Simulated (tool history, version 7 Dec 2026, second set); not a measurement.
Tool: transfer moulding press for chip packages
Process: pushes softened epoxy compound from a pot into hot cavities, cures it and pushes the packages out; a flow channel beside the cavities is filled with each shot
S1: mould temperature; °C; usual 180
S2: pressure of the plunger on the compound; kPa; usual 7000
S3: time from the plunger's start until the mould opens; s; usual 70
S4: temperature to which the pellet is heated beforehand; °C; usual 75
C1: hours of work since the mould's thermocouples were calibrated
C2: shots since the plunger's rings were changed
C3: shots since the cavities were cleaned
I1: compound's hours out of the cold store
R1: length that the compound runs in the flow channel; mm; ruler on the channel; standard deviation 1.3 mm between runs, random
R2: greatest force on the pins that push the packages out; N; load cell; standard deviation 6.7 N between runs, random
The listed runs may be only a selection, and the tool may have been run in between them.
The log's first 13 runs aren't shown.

{"run": 14, "hour": 91.5, "S1": 180, "S2": 7000, "S3": 70, "S4": 74, "C1": 124, "C2": 2407, "C3": 370, "I1": 16.1, "R1": 560, "R2": 451}
{"run": 15, "hour": 98.6, "S1": 180, "S2": 7000, "S3": 70, "S4": 75, "C1": 127, "C2": 2471, "C3": 434, "I1": 15.3, "R1": 562, "R2": 478}
{"run": 16, "hour": 106.9, "S1": 180, "S2": 7000, "S3": 70, "S4": 75, "C1": 131, "C2": 2545, "C3": 508, "I1": 45.2, "R1": 501, "R2": 447}
{"run": 17, "hour": 114.8, "S1": 183, "S2": 6120, "S3": 78, "S4": 75, "C1": 134, "C2": 2616, "C3": 579, "I1": 25.6, "R1": 496, "R2": 368}
{"hour": 124.4, "done": "cavities cleaned with cleaning compound and waxed"}
{"run": 18, "hour": 125.2, "S1": 173, "S2": 7130, "S3": 70, "S4": 75, "C1": 138, "C2": 2696, "C3": 8, "I1": 14.7, "R1": 585, "R2": 618}
{"run": 19, "hour": 131.5, "S1": 173, "S2": 5790, "S3": 59, "S4": 70, "C1": 140, "C2": 2752, "C3": 64, "I1": 36.2, "R1": 485, "R2": 860}
{"run": 20, "hour": 139.1, "S1": 180, "S2": 7000, "S3": 55, "S4": 75, "C1": 143, "C2": 2819, "C3": 131, "I1": 46.5, "R1": 498, "R2": 652}
{"run": 21, "hour": 147.0, "S1": 179, "S2": 5560, "S3": 63, "S4": 74, "C1": 147, "C2": 2890, "C3": 202, "I1": 17.0, "R1": 495, "R2": 576}
{"run": 22, "hour": 156.0, "S1": 179, "S2": 5560, "S3": 63, "S4": 74, "C1": 150, "C2": 2971, "C3": 283, "I1": 25.0, "R1": 479, "R2": 595}
{"run": 23, "hour": 160.6, "S1": 186, "S2": 8400, "S3": 104, "S4": 83, "C1": 152, "C2": 3012, "C3": 324, "I1": 42.8, "R1": 536, "R2": 316}
{"hour": 169.8, "done": "plunger's sealing rings changed"}
{"run": 24, "hour": 170.1, "S1": 180, "S2": 7800, "S3": 70, "S4": 71, "C1": 155, "C2": 3, "C3": 387, "I1": 29.3, "R1": 583, "R2": 446}
{"run": 25, "hour": 179.5, "S1": 180, "S2": 7800, "S3": 70, "S4": 71, "C1": 159, "C2": 87, "C3": 471, "I1": 29.2, "R1": 582, "R2": 466}
{"run": 26, "hour": 188.2, "S1": 180, "S2": 7000, "S3": 70, "S4": 65, "C1": 163, "C2": 165, "C3": 549, "I1": 30.8, "R1": 546, "R2": 480}
{"run": 27, "hour": 195.5, "S1": 173, "S2": 7000, "S3": 61, "S4": 65, "C1": 166, "C2": 230, "C3": 614, "I1": 11.7, "R1": 607, "R2": 1117}
{"hour": 201.1, "done": "cavities cleaned with cleaning compound and waxed"}
{"run": 28, "hour": 203.4, "S1": 184, "S2": 7000, "S3": 80, "S4": 65, "C1": 168, "C2": 288, "C3": 21, "I1": 17.3, "R1": 564, "R2": 277}
{"run": 29, "hour": 212.0, "S1": 184, "S2": 7000, "S3": 80, "S4": 65, "C1": 172, "C2": 365, "C3": 98, "I1": 31.7, "R1": 533, "R2": 297}
{"run": 30, "hour": 221.3, "S1": 184, "S2": 7420, "S3": 80, "S4": 76, "C1": 176, "C2": 448, "C3": 181, "I1": 27.1, "R1": 558, "R2": 306}

Below are 3 alternative next runs, each starting from the tool's condition after run 30. Predict each:
{"run": "A", "hour": 230.8, "S1": 184, "S2": 7420, "S3": 95, "S4": 76, "C1": 179, "C2": 533, "C3": 266, "I1": 42.0, "R1": "?", "R2": "?"}
{"run": "B", "hour": 230.8, "S1": 188, "S2": 8780, "S3": 102, "S4": 75, "C1": 179, "C2": 533, "C3": 266, "I1": 29.4, "R1": "?", "R2": "?"}
{"run": "C", "hour": 230.8, "S1": 180, "S2": 7000, "S3": 70, "S4": 84, "C1": 179, "C2": 533, "C3": 266, "I1": 27.0, "R1": "?", "R2": "?"}

run=A R1=528 R2=307
run=B R1=592 R2=318
run=C R1=553 R2=424
What these runs would have given with no unlogged condition in the tool:
run=A R1=533 R2=256
run=B R1=598 R2=266
run=C R1=558 R2=355

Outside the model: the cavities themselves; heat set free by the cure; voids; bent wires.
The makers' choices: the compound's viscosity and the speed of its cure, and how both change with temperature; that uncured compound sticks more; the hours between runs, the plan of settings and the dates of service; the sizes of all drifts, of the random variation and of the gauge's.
